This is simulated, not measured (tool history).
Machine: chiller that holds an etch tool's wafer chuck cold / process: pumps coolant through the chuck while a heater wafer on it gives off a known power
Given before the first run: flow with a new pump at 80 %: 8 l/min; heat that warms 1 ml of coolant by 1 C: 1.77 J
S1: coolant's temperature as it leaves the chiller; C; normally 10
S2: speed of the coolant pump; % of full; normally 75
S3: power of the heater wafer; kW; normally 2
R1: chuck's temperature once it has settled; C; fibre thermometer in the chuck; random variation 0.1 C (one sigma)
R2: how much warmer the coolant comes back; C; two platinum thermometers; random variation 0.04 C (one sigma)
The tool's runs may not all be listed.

Run 1, hour 0: usual settings. Result: R1 30.5 C, R2 9.54 C.
Run 2, hour 128.1: usual settings. Result: R1 30.5 C, R2 9.5 C.
Run 3, hour 272.7: usual settings. Result: R1 30.5 C, R2 9.46 C.
At hour 351: coolant changed, channels flushed.
Run 4, hour 355.6: usual settings. Result: R1 28.4 C, R2 9.49 C.
Run 5, hour 444.1: usual settings but S1 4 C. Result: R1 22.3 C, R2 9.53 C.
Run 6, hour 578.7: usual settings but S1 4 C. Result: R1 22.6 C, R2 9.52 C.
Run 7, hour 727: usual settings but S1 4 C. Result: R1 22.5 C, R2 9.6 C.
Run 8, hour 850.1: usual settings. Result: R1 28.3 C, R2 9.53 C.
Run 9, hour 929: usual settings. Result: R1 28.7 C, R2 9.58 C.
Run 10, hour 1031.6: usual settings. Result: R1 28.5 C, R2 9.64 C.
Run 11, hour 1164.2: usual settings but S1 3 C. Result: R1 21.6 C, R2 9.61 C.
At hour 1203.8: chiller's thermometer calibrated.
Run 12, hour 1275.2: usual settings. Result: R1 29.2 C, R2 9.67 C.
Run 13, hour 1400.8: usual settings but S1 1 C. Result: R1 20.3 C, R2 9.68 C.
Run 14, hour 1514.8: usual settings but S1 1 C. Result: R1 20.4 C, R2 9.66 C.
Run 15, hour 1637.7: usual settings but S1 1 C. Result: R1 20.4 C, R2 9.64 C.
Run 16, hour 1789.8: usual settings but S1 1 C. Result: R1 20.3 C, R2 9.61 C.
Run 17, hour 1957.3: usual settings but S1 1 C. Result: R1 20.5 C, R2 9.74 C.
Run 18, hour 2092.2: usual settings but S1 1 C. Result: R1 20.6 C, R2 9.67 C.
Run 19, hour 2211: usual settings but S1 1 C. Result: R1 20.6 C, R2 9.67 C.
Run 20, hour 2314.6: usual settings but S1 1 C. Result: R1 20.5 C, R2 9.71 C.
Run 21, hour 2460.9: usual settings but S1 11 C, S3 1.244 kW. Result: R1 23.1 C, R2 6.1 C.
Run 22, hour 2584.2: usual settings but S1 6 C, S3 2.153 kW. Result: R1 27.2 C, R2 10.48 C.
Run 23, hour 2735.8: usual settings but S1 20 C, S2 67 % of full. Result: R1 41.7 C, R2 10.88 C.
Run 24, hour 2865.7: usual settings but S1 20 C, S2 67 % of full. Result: R1 41.6 C, R2 10.83 C.
Run 25, hour 3043.9: usual settings but S1 20 C, S2 67 % of full. Result: R1 41.7 C, R2 10.92 C.
Run 26, hour 3212.9: usual settings but S1 20 C, S2 67 % of full. Result: R1 41.9 C, R2 10.88 C.
Run 27, hour 3378.6: usual settings but S1 20 C, S2 67 % of full. Result: R1 41.8 C, R2 11 C.
Run 28, hour 3450.5: usual settings but S1 20 C, S2 67 % of full. Result: R1 41.9 C, R2 10.96 C.
Run 29, hour 3524.1: usual settings but S1 7 C, S3 1.74 kW. Result: R1 24.2 C, R2 8.48 C.
Run 30, hour 3616.4: usual settings but S2 93 % of full. Result: R1 26.6 C, R2 8.04 C.
Run 31, hour 3714.2: usual settings but S1 16 C, S2 63 % of full, S3 2.038 kW. Result: R1 39.6 C, R2 11.88 C.

Run by run, hidden condition taken away, random variation retained:
Unlogged tool condition in this case: heat passed by the chuck's channels, % of clean ones'; flow at a given pump speed, % of a new pump's; coolant's true temperature over the reading, C; drift of the gauge itself on chuck_c, C; drift of the gauge itself on warmer_back_c, C.
run    R1     R2
  1  27.9   9.04
  2  27.9   8.99
  3  27.8   8.94
  4  27.9   8.97
  5  21.8      9
  6  22.1   8.98
  7    22   9.04
  8  27.8   8.96
  9  28.1      9
 10  27.9   9.05
 11    21      9
 12  27.9   9.05
 13  18.9   9.05
 14    19   9.03
 15    19   8.99
 16  18.8   8.95
 17    19   9.06
 18  19.1   8.98
 19    19   8.96
 20  18.9      9
 21  22.2   5.64
 22  25.3   9.68
 23  39.8  10.04
 24  39.6   9.97
 25  39.6  10.03
 26  39.8   9.98
 27  39.6  10.08
 28  39.7  10.03
 29  22.5   7.75
 30    25   7.34
 31  37.1  10.85
